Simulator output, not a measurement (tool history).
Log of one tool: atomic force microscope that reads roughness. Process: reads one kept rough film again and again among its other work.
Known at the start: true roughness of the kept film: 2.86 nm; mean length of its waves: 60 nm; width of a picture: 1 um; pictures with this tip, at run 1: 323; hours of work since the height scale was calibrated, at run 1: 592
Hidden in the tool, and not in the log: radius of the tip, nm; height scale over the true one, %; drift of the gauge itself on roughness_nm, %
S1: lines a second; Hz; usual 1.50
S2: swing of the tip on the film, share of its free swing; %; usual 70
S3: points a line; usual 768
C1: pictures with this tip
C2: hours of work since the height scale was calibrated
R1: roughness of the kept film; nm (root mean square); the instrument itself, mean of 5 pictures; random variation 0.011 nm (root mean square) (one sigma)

{"run": 1, "hour": 0.0, "S1": 1.5, "S2": 70, "S3": 768, "C1": 323, "C2": 592, "R1": 2.671}
{"hour": 39.2, "done": "new tip fitted"}
{"run": 2, "hour": 51.6, "S1": 1.5, "S2": 70, "S3": 551, "C1": 19, "C2": 622, "R1": 2.674}
{"run": 3, "hour": 105.0, "S1": 1.5, "S2": 70, "S3": 551, "C1": 99, "C2": 654, "R1": 2.679}
{"run": 4, "hour": 142.5, "S1": 1.5, "S2": 70, "S3": 551, "C1": 155, "C2": 676, "R1": 2.669}
{"run": 5, "hour": 182.2, "S1": 1.5, "S2": 70, "S3": 551, "C1": 215, "C2": 700, "R1": 2.704}
{"run": 6, "hour": 234.5, "S1": 1.5, "S2": 70, "S3": 551, "C1": 293, "C2": 731, "R1": 2.664}
{"run": 7, "hour": 263.6, "S1": 1.5, "S2": 70, "S3": 439, "C1": 337, "C2": 748, "R1": 2.693}
{"hour": 292.1, "done": "new tip fitted"}
{"run": 8, "hour": 326.9, "S1": 1.5, "S2": 70, "S3": 439, "C1": 52, "C2": 786, "R1": 2.687}
{"run": 9, "hour": 391.7, "S1": 1.5, "S2": 70, "S3": 439, "C1": 149, "C2": 825, "R1": 2.693}
{"run": 10, "hour": 444.3, "S1": 1.5, "S2": 70, "S3": 439, "C1": 228, "C2": 856, "R1": 2.681}
{"run": 11, "hour": 496.0, "S1": 1.5, "S2": 70, "S3": 439, "C1": 305, "C2": 887, "R1": 2.673}
{"hour": 544.5, "done": "new tip fitted"}
{"run": 12, "hour": 557.2, "S1": 1.5, "S2": 70, "S3": 439, "C1": 19, "C2": 923, "R1": 2.692}
{"run": 13, "hour": 600.7, "S1": 1.5, "S2": 70, "S3": 439, "C1": 85, "C2": 949, "R1": 2.695}
{"run": 14, "hour": 659.7, "S1": 1.5, "S2": 70, "S3": 439, "C1": 173, "C2": 984, "R1": 2.691}
{"run": 15, "hour": 727.2, "S1": 1.5, "S2": 70, "S3": 768, "C1": 274, "C2": 1024, "R1": 2.685}
{"run": 16, "hour": 756.5, "S1": 1.5, "S2": 70, "S3": 768, "C1": 318, "C2": 1042, "R1": 2.685}
{"hour": 798.5, "done": "new tip fitted"}
{"run": 17, "hour": 802.3, "S1": 1.5, "S2": 70, "S3": 768, "C1": 6, "C2": 1069, "R1": 2.684}
{"run": 18, "hour": 840.6, "S1": 1.5, "S2": 70, "S3": 768, "C1": 63, "C2": 1092, "R1": 2.663}
{"run": 19, "hour": 868.5, "S1": 1.31, "S2": 70, "S3": 768, "C1": 105, "C2": 1108, "R1": 2.691}
{"run": 20, "hour": 907.7, "S1": 1.08, "S2": 70, "S3": 768, "C1": 164, "C2": 1132, "R1": 2.696}
{"run": 21, "hour": 970.8, "S1": 1.08, "S2": 70, "S3": 768, "C1": 259, "C2": 1169, "R1": 2.694}
{"run": 22, "hour": 1017.5, "S1": 1.08, "S2": 82, "S3": 768, "C1": 329, "C2": 1197, "R1": 2.646}
{"hour": 1049.6, "done": "new tip fitted"}
{"run": 23, "hour": 1084.7, "S1": 1.08, "S2": 82, "S3": 768, "C1": 53, "C2": 1237, "R1": 2.642}
{"run": 24, "hour": 1140.1, "S1": 1.5, "S2": 70, "S3": 335, "C1": 136, "C2": 1270, "R1": 2.667}
{"run": 25, "hour": 1176.1, "S1": 1.5, "S2": 70, "S3": 768, "C1": 190, "C2": 1292, "R1": 2.688}
{"run": 26, "hour": 1229.2, "S1": 1.5, "S2": 70, "S3": 768, "C1": 269, "C2": 1323, "R1": 2.696}
{"run": 27, "hour": 1266.6, "S1": 1.5, "S2": 70, "S3": 434, "C1": 325, "C2": 1346, "R1": 2.671}
{"hour": 1303.2, "done": "new tip fitted"}
{"run": 28, "hour": 1304.2, "S1": 0.8, "S2": 86, "S3": 768, "C1": 2, "C2": 1368, "R1": 2.666}
{"run": 29, "hour": 1344.9, "S1": 1.5, "S2": 70, "S3": 768, "C1": 63, "C2": 1392, "R1": 2.694}
{"run": 30, "hour": 1388.3, "S1": 1.5, "S2": 71, "S3": 768, "C1": 128, "C2": 1418, "R1": 2.674}
{"run": 31, "hour": 1424.3, "S1": 1.63, "S2": 90, "S3": 555, "C1": 182, "C2": 1439, "R1": 2.534}
{"run": 32, "hour": 1485.8, "S1": 0.69, "S2": 70, "S3": 768, "C1": 274, "C2": 1476, "R1": 2.714}
{"run": 33, "hour": 1541.3, "S1": 1.35, "S2": 73, "S3": 311, "C1": 357, "C2": 1509, "R1": 2.667}
{"hour": 1556.0, "done": "new tip fitted"}
{"run": 34, "hour": 1595.3, "S1": 1.35, "S2": 73, "S3": 311, "C1": 59, "C2": 1541, "R1": 2.671}
{"run": 35, "hour": 1649.1, "S1": 1.02, "S2": 87, "S3": 579, "C1": 139, "C2": 1573, "R1": 2.63}
{"run": 36, "hour": 1708.0, "S1": 1.18, "S2": 59, "S3": 735, "C1": 228, "C2": 1608, "R1": 2.725}
{"run": 37, "hour": 1772.3, "S1": 1.18, "S2": 59, "S3": 735, "C1": 324, "C2": 1647, "R1": 2.726}
{"run": 38, "hour": 1804.5, "S1": 2.53, "S2": 80, "S3": 575, "C1": 372, "C2": 1666, "R1": 2.532}
{"hour": 1808.7, "done": "new tip fitted"}
{"run": 39, "hour": 1853.0, "S1": 2.53, "S2": 80, "S3": 575, "C1": 66, "C2": 1695, "R1": 2.533}
{"run": 40, "hour": 1919.0, "S1": 0.64, "S2": 73, "S3": 525, "C1": 165, "C2": 1734, "R1": 2.75}
{"run": 41, "hour": 1987.6, "S1": 0.64, "S2": 73, "S3": 525, "C1": 268, "C2": 1775, "R1": 2.695}
{"run": 42, "hour": 2042.7, "S1": 1.5, "S2": 55, "S3": 389, "C1": 351, "C2": 1808, "R1": 2.74}
{"hour": 2061.0, "done": "new tip fitted"}
{"run": 43, "hour": 2112.5, "S1": 0.58, "S2": 70, "S3": 428, "C1": 77, "C2": 1849, "R1": 2.741}
{"run": 44, "hour": 2170.4, "S1": 0.58, "S2": 70, "S3": 428, "C1": 164, "C2": 1884, "R1": 2.726}
{"run": 45, "hour": 2218.0, "S1": 2.15, "S2": 77, "S3": 939, "C1": 236, "C2": 1912, "R1": 2.583}
{"run": 46, "hour": 2254.5, "S1": 2.15, "S2": 62, "S3": 633, "C1": 290, "C2": 1934, "R1": 2.694}
{"run": 47, "hour": 2286.7, "S1": 0.66, "S2": 81, "S3": 598, "C1": 339, "C2": 1953, "R1": 2.677}
{"hour": 2312.7, "done": "new tip fitted"}
{"run": 48, "hour": 2351.3, "S1": 0.66, "S2": 81, "S3": 598, "C1": 58, "C2": 1991, "R1": 2.693}
{"hour": 2374.7, "done": "height scale calibrated on a step standard"}
{"run": 49, "hour": 2417.5, "S1": 1.5, "S2": 79, "S3": 768, "C1": 155, "C2": 26, "R1": 2.639}
{"run": 50, "hour": 2462.5, "S1": 3.67, "S2": 63, "S3": 641, "C1": 223, "C2": 52, "R1": 2.663}
{"run": 51, "hour": 2524.6, "S1": 0.67, "S2": 89, "S3": 803, "C1": 316, "C2": 89, "R1": 2.662}
{"run": 52, "hour": 2554.8, "S1": 1.5, "S2": 78, "S3": 737, "C1": 361, "C2": 107, "R1": 2.65}

3 ways to go on from here, each from the tool as it stands after run 52. What would each give?
{"hour": 2566.6, "done": "new tip fitted"}
{"run": "A", "hour": 2606.8, "S1": 0.94, "S2": 63, "S3": 480, "C1": 60, "C2": 138, "R1": "?"}
{"hour": 2566.6, "done": "new tip fitted"}
{"run": "B", "hour": 2606.8, "S1": 1.5, "S2": 67, "S3": 530, "C1": 60, "C2": 138, "R1": "?"}
{"hour": 2566.6, "done": "new tip fitted"}
{"run": "C", "hour": 2606.8, "S1": 1.5, "S2": 64, "S3": 428, "C1": 60, "C2": 138, "R1": "?"}

run=A R1=2.749
run=B R1=2.703
run=C R1=2.698
Without the tool's hidden state the same runs would have given:
run=A R1=2.749
run=B R1=2.704
run=C R1=2.699

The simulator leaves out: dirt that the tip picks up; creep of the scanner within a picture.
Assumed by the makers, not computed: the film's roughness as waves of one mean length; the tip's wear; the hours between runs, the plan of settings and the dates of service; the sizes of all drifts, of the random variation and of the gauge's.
